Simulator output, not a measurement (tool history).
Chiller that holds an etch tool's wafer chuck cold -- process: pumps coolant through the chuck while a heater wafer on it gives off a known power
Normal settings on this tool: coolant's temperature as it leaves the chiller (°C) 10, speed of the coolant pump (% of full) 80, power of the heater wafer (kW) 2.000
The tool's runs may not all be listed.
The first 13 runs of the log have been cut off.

run,hour,coolant's temperature as it leaves the chiller (°C),speed of the coolant pump (% of full),power of the heater wafer (kW),chuck's temperature once it has settled (°C),how much warmer the coolant comes back (C)
14,273.1,10,80,2.881,30.2,8.98
15,302.8,10,80,2.000,24.2,6.17
16,327.0,10,80,2.000,23.9,6.22
17,353.2,10,80,2.000,24.1,6.20
18,381.1,10,85,2.690,28.3,7.80
19,401.8,10,69,1.258,19.8,4.59
20,420.0,10,69,1.258,19.8,4.60
21,450.4,15,69,1.793,28.9,6.63
# hour 453.9: chiller's thermometer calibrated
22,478.1,20,81,2.912,40.3,9.03
23,497.9,20,81,2.912,40.2,8.95
24,527.4,19,92,2.000,31.9,5.34
25,543.0,10,80,2.000,24.0,6.26
26,566.9,14,82,2.000,27.8,6.11
# hour 593.3: chiller's thermometer calibrated, once more
27,595.6,8,89,1.168,15.7,3.23
28,621.9,0,72,1.168,8.9,4.12
29,637.4,16,82,1.918,29.4,5.82
30,662.2,16,82,1.918,29.3,5.84
31,685.2,15,71,1.666,27.8,5.94

Alternative continuations, all from the tool just after run 31; predict every row:
A,698.1,8,71,1.784,?,?
B,698.1,7,75,1.378,?,?
C,698.1,16,71,1.555,?,?

run,chuck's temperature once it has settled (°C),how much warmer the coolant comes back (C)
A,21.5,6.32
B,17.4,4.64
C,28.0,5.59
Had the tool no hidden state, the same runs would have come out as:
run,chuck's temperature once it has settled (°C),how much warmer the coolant comes back (C)
A,20.5,6.21
B,16.6,4.55
C,27.1,5.49

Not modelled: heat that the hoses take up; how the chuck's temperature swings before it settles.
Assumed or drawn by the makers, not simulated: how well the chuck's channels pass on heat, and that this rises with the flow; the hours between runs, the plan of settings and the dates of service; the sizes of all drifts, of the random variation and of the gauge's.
